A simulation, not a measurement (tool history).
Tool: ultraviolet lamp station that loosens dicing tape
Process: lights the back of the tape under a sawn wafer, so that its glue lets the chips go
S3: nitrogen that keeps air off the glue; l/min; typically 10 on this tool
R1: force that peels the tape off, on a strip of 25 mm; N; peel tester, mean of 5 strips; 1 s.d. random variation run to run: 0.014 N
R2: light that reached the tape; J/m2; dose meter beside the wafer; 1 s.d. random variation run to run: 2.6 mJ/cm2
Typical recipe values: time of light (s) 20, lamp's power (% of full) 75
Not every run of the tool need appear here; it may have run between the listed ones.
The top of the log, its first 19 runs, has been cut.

{"run": 20, "hour": 342.3, "time of light (s)": 33, "lamp's power (% of full)": 75, "S3": 13, "R1": 0.326, "R2": 4220}
{"run": 21, "hour": 357.9, "time of light (s)": 33, "lamp's power (% of full)": 70, "S3": 9, "R1": 0.451, "R2": 3850}
{"run": 22, "hour": 380.4, "time of light (s)": 33, "lamp's power (% of full)": 70, "S3": 9, "R1": 0.45, "R2": 3830}
{"run": 23, "hour": 391.1, "time of light (s)": 33, "lamp's power (% of full)": 70, "S3": 9, "R1": 0.459, "R2": 3810}
{"run": 24, "hour": 410.8, "time of light (s)": 16, "lamp's power (% of full)": 71, "S3": 7, "R1": 2.112, "R2": 1870}
{"run": 25, "hour": 435.7, "time of light (s)": 20, "lamp's power (% of full)": 90, "S3": 10, "R1": 0.788, "R2": 2850}
{"run": 26, "hour": 453.2, "time of light (s)": 32, "lamp's power (% of full)": 86, "S3": 10, "R1": 0.33, "R2": 4380}
{"run": 27, "hour": 469.2, "time of light (s)": 38, "lamp's power (% of full)": 86, "S3": 10, "R1": 0.256, "R2": 5080}
{"run": 28, "hour": 491.3, "time of light (s)": 38, "lamp's power (% of full)": 86, "S3": 10, "R1": 0.266, "R2": 5070}
{"run": 29, "hour": 503.1, "time of light (s)": 38, "lamp's power (% of full)": 86, "S3": 10, "R1": 0.277, "R2": 5010}
{"run": 30, "hour": 518.9, "time of light (s)": 13, "lamp's power (% of full)": 86, "S3": 10, "R1": 2.126, "R2": 1770}
{"run": 31, "hour": 542.7, "time of light (s)": 13, "lamp's power (% of full)": 86, "S3": 10, "R1": 2.205, "R2": 1670}
{"run": 32, "hour": 558.9, "time of light (s)": 13, "lamp's power (% of full)": 86, "S3": 10, "R1": 2.278, "R2": 1680}
{"hour": 570.1, "done": "window cleaned of glue's vapour"}
{"run": 33, "hour": 577.1, "time of light (s)": 39, "lamp's power (% of full)": 75, "S3": 10, "R1": 0.294, "R2": 4720}
{"run": 34, "hour": 589.7, "time of light (s)": 10, "lamp's power (% of full)": 97, "S3": 10, "R1": 2.443, "R2": 1540}
{"run": 35, "hour": 615.2, "time of light (s)": 16, "lamp's power (% of full)": 70, "S3": 10, "R1": 2.03, "R2": 1750}
{"run": 36, "hour": 639.5, "time of light (s)": 16, "lamp's power (% of full)": 70, "S3": 10, "R1": 2.132, "R2": 1730}

Consider 3 possible next runs. They are alternatives, not a sequence: every one starts from the tool as it was left by run 36. What does each give?
{"run": "A", "hour": 651.6, "time of light (s)": 25, "lamp's power (% of full)": 89, "S3": 10, "R1": "?", "R2": "?"}
{"run": "B", "hour": 651.6, "time of light (s)": 23, "lamp's power (% of full)": 97, "S3": 10, "R1": "?", "R2": "?"}
{"run": "C", "hour": 651.6, "time of light (s)": 31, "lamp's power (% of full)": 89, "S3": 10, "R1": "?", "R2": "?"}

run=A R1=0.537 R2=3390
run=B R1=0.526 R2=3440
run=C R1=0.34 R2=4190
Without the tool's unlogged condition, the same runs would have read:
run=A R1=0.296 R2=4660
run=B R1=0.286 R2=4710
run=C R1=0.225 R2=5760
